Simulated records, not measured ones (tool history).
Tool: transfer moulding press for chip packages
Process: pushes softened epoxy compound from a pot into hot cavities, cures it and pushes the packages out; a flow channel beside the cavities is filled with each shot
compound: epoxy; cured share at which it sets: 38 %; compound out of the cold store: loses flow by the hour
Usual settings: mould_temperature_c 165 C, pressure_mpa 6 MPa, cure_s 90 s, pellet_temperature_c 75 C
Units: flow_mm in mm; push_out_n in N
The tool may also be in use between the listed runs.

run,hour,mould_temperature_c,pressure_mpa,cure_s,pellet_temperature_c,incoming compound's hours out of the cold store,flow_mm,push_out_n
1,0,165,6,90,75,10.2,714,654
# hour 10.9: cavities cleaned with cleaning compound and waxed
# hour 58.3: cavities cleaned with cleaning compound and waxed
2,58.3,165,6,90,75,20.3,692,525
# hour 108.4: cavities cleaned with cleaning compound and waxed
3,108.4,165,6,90,75,46.3,639,486
# hour 116.2: plunger's sealing rings changed
# hour 159.4: cavities cleaned with cleaning compound and waxed
4,159.5,165,6,90,75,17.6,733,509
# hour 205.9: cavities cleaned with cleaning compound and waxed
5,229.6,165,6,90,75,42.3,679,594
# hour 259.6: cavities cleaned with cleaning compound and waxed
6,285.5,165,6,90,75,31.5,692,617
# hour 307.6: cavities cleaned with cleaning compound and waxed
7,342.6,165,6,90,75,32.6,689,611
# hour 359: cavities cleaned with cleaning compound and waxed
# hour 409.5: cavities cleaned with cleaning compound and waxed
8,421.8,165,7.03,90,75,14.3,778,563
# hour 459.7: cavities cleaned with cleaning compound and waxed
9,492.3,165,6,90,82,29.1,681,594
# hour 501.1: mould's thermocouples calibrated
# hour 509.1: cavities cleaned with cleaning compound and waxed
# hour 558.2: cavities cleaned with cleaning compound and waxed
10,586.8,165,6,90,82,21.9,683,575
# hour 607.9: plunger's sealing rings changed
# hour 609.4: cavities cleaned with cleaning compound and waxed
# hour 657.8: cavities cleaned with cleaning compound and waxed
11,669.4,165,6,90,82,22.2,718,547
# hour 707.2: cavities cleaned with cleaning compound and waxed
# hour 754.7: cavities cleaned with cleaning compound and waxed
12,773.2,165,6,90,82,31.3,690,516
# hour 801.2: cavities cleaned with cleaning compound and waxed
# hour 847.4: cavities cleaned with cleaning compound and waxed
13,866.4,165,6,90,82,10.7,720,561
# hour 897.9: cavities cleaned with cleaning compound and waxed
# hour 945.4: cavities cleaned with cleaning compound and waxed
# hour 967.1: mould's thermocouples calibrated, once more
14,968.2,165,6.71,115,82,42.6,695,527
# hour 1000.1: cavities cleaned with cleaning compound and waxed
# hour 1047.1: cavities cleaned with cleaning compound and waxed
15,1047.1,172,6.71,88,71,43,676,470
# hour 1101.9: plunger's sealing rings changed
# hour 1103.4: cavities cleaned with cleaning compound and waxed
16,1103.4,167,7.37,72,72,9.7,835,700
17,1144.2,161,7.37,72,72,13.8,838,1334
# hour 1150.9: cavities cleaned with cleaning compound and waxed
18,1186.4,161,7.37,72,72,24.9,803,1249
# hour 1203.2: cavities cleaned with cleaning compound and waxed
# hour 1252.4: cavities cleaned with cleaning compound and waxed
19,1267.4,161,7.37,72,72,14.1,823,1223
# hour 1305.9: cavities cleaned with cleaning compound and waxed
20,1312.2,161,7.37,72,72,41.5,764,1043
# hour 1353.8: cavities cleaned with cleaning compound and waxed
# hour 1400.1: cavities cleaned with cleaning compound and waxed
21,1411.2,165,7.45,86,75,25.7,779,589
# hour 1452.5: cavities cleaned with cleaning compound and waxed
22,1454,165,6,87,75,23.7,695,564
# hour 1506.6: cavities cleaned with cleaning compound and waxed
23,1548.4,165,6,87,75,39.5,657,641
# hour 1556.5: cavities cleaned with cleaning compound and waxed
# hour 1595.2: plunger's sealing rings changed
# hour 1614.3: cavities cleaned with cleaning compound and waxed
24,1631,165,6,87,75,41.1,691,568
# hour 1667.8: cavities cleaned with cleaning compound and waxed
25,1683,165,7.26,98,84,35,757,522
# hour 1720.1: cavities cleaned with cleaning compound and waxed
26,1757.3,165,7.26,98,84,22.6,789,593

3 ways to go on from here, each from the tool as it stands after run 26. What would each give?
# hour 1767: cavities cleaned with cleaning compound and waxed
# hour 1813.5: cavities cleaned with cleaning compound and waxed
A,1854.9,161,7.26,78,84,31.7,?,?
# hour 1767: cavities cleaned with cleaning compound and waxed
# hour 1813.5: cavities cleaned with cleaning compound and waxed
B,1854.9,165,6.69,90,81,23.8,?,?
# hour 1767: cavities cleaned with cleaning compound and waxed
# hour 1813.5: cavities cleaned with cleaning compound and waxed
C,1854.9,164,4.59,88,84,18.2,?,?

run,flow_mm,push_out_n
A,761,995
B,744,652
C,623,683
Without the tool's hidden state the same runs would have given:
run,flow_mm,push_out_n
A,788,816
B,770,522
C,645,551

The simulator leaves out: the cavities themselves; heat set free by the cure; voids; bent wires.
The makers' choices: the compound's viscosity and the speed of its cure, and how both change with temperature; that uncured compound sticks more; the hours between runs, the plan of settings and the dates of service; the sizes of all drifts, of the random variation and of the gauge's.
